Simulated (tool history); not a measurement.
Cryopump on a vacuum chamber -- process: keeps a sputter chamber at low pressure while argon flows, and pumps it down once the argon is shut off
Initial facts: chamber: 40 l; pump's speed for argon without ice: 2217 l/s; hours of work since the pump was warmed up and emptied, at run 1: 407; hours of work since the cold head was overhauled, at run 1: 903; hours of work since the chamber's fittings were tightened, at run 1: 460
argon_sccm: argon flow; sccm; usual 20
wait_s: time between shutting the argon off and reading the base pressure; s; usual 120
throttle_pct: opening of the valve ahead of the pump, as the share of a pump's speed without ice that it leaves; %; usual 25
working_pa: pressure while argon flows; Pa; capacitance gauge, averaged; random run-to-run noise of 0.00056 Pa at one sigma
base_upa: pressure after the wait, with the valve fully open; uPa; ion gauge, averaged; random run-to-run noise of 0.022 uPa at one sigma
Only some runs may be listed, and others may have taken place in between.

| run | hour | argon_sccm | wait_s | throttle_pct | hours of work since the pump was warmed up and emptied | hours of work since the cold head was overhauled | hours of work since the chamber's fittings were tightened | working_pa | base_upa |
|---|---|---|---|---|---|---|---|---|---|
| 1 | 0 | 20 | 120 | 25 | 407 | 903 | 460 | 0.0663 | 1.49 |
|  | 54 | pump warmed up, emptied and cooled again |
| 2 | 57.6 | 20 | 120 | 25 | 3 | 944 | 501 | 0.0611 | 1.24 |
| 3 | 104.4 | 20 | 120 | 25 | 40 | 981 | 538 | 0.0617 | 1.28 |
| 4 | 139.8 | 20 | 120 | 25 | 68 | 1009 | 566 | 0.0623 | 1.39 |
| 5 | 178.2 | 20 | 120 | 25 | 98 | 1039 | 596 | 0.0632 | 1.38 |
| 6 | 215.3 | 35 | 120 | 25 | 127 | 1068 | 625 | 0.1085 | 1.46 |
| 7 | 249.3 | 20 | 120 | 25 | 154 | 1095 | 652 | 0.0626 | 1.61 |
| 8 | 302.3 | 20 | 120 | 25 | 196 | 1137 | 694 | 0.0626 | 1.62 |
| 9 | 344 | 20 | 120 | 60 | 229 | 1170 | 727 | 0.0283 | 1.69 |
| 10 | 374 | 20 | 120 | 60 | 252 | 1193 | 750 | 0.0282 | 1.72 |
| 11 | 431.9 | 20 | 120 | 25 | 298 | 1239 | 796 | 0.0645 | 1.81 |
| 12 | 474.5 | 15 | 120 | 25 | 331 | 1273 | 830 | 0.0495 | 1.97 |
| 13 | 509.8 | 15 | 120 | 25 | 359 | 1300 | 857 | 0.0496 | 2.06 |
| 14 | 572.1 | 15 | 120 | 25 | 408 | 1350 | 907 | 0.05 | 2.1 |
| 15 | 614.9 | 15 | 120 | 25 | 442 | 1383 | 940 | 0.0515 | 2.29 |
|  | 628.7 | pump warmed up, emptied and cooled again |
| 16 | 667.5 | 20 | 120 | 19 | 31 | 1421 | 978 | 0.0799 | 1.9 |
| 17 | 715.3 | 20 | 120 | 19 | 68 | 1458 | 1015 | 0.0799 | 1.93 |
| 18 | 769.8 | 20 | 68 | 25 | 111 | 1501 | 1058 | 0.0622 | 2.37 |
| 19 | 819.2 | 10 | 75 | 44 | 150 | 1540 | 1097 | 0.0187 | 2.51 |
| 20 | 877.3 | 10 | 75 | 44 | 196 | 1586 | 1143 | 0.0179 | 2.6 |
| 21 | 933.1 | 10 | 75 | 44 | 240 | 1630 | 1187 | 0.0191 | 2.73 |
| 22 | 966.3 | 10 | 75 | 44 | 266 | 1656 | 1213 | 0.0185 | 2.77 |
| 23 | 1007.6 | 10 | 75 | 44 | 299 | 1689 | 1246 | 0.0199 | 2.87 |
| 24 | 1066.5 | 10 | 192 | 57 | 345 | 1735 | 1292 | 0.0154 | 2.41 |
| 25 | 1103.2 | 23 | 69 | 57 | 374 | 1764 | 1321 | 0.0362 | 3.14 |
|  | 1140.3 | leaking fittings of the chamber tightened, without venting |
| 26 | 1140.3 | 23 | 69 | 57 | 402 | 1792 | 0 | 0.0373 | 1.12 |
|  | 1202.5 | pump warmed up, emptied and cooled again |
| 27 | 1207.2 | 35 | 120 | 15 | 4 | 1841 | 49 | 0.179 | 0.74 |
| 28 | 1246 | 24 | 26 | 28 | 34 | 1871 | 79 | 0.0661 | 2.68 |
| 29 | 1300.4 | 24 | 48 | 19 | 77 | 1914 | 122 | 0.0976 | 1.56 |
| 30 | 1359.3 | 20 | 48 | 26 | 124 | 1960 | 169 | 0.0605 | 1.65 |
| 31 | 1403.1 | 20 | 48 | 26 | 158 | 1995 | 203 | 0.0598 | 1.76 |
| 32 | 1436.8 | 27 | 120 | 25 | 185 | 2022 | 230 | 0.0858 | 0.98 |
| 33 | 1476.1 | 39 | 32 | 17 | 216 | 2053 | 261 | 0.181 | 2.52 |
| 34 | 1528.6 | 16 | 83 | 31 | 257 | 2094 | 302 | 0.042 | 1.34 |
| 35 | 1574.4 | 20 | 120 | 33 | 293 | 2130 | 338 | 0.0501 | 1.21 |

Pick out some run-to-run changes in working_pa. Of each, how much would a tool without hidden state show as well, from the settings, what came in and chance, and how much is left for the hidden state and any gauge scatter not in both results compared?
Hidden state at play: pump's speed, % of a pump's without ice; cold plate's temperature, K; leak into the chamber, uPa l/s; drift of the gauge itself on working_pa, %; drift of the gauge itself on base_upa, %.
Run 1 -> 2: pump warmed up, emptied and cooled again. working_pa -0.0052 Pa: hidden state -0.0057, all else +0.0005.
Run 15 -> 16: argon_sccm 15 -> 20, throttle_pct 25 -> 19, pump warmed up, emptied and cooled again. working_pa +0.0284 Pa: hidden state -0.0038, all else +0.0322.
Run 26 -> 27: argon_sccm 23 -> 35, wait_s 69 -> 120, throttle_pct 57 -> 15, pump warmed up, emptied and cooled again. working_pa +0.1417 Pa: hidden state -0.0052, all else +0.1469.
Run 27 -> 28: argon_sccm 35 -> 24, wait_s 120 -> 26, throttle_pct 15 -> 28. working_pa -0.1129 Pa: hidden state +0.0002, all else -0.1131.
Run 33 -> 34: argon_sccm 39 -> 16, wait_s 32 -> 83, throttle_pct 17 -> 31. working_pa -0.139 Pa: hidden state -0.0027, all else -0.1363.

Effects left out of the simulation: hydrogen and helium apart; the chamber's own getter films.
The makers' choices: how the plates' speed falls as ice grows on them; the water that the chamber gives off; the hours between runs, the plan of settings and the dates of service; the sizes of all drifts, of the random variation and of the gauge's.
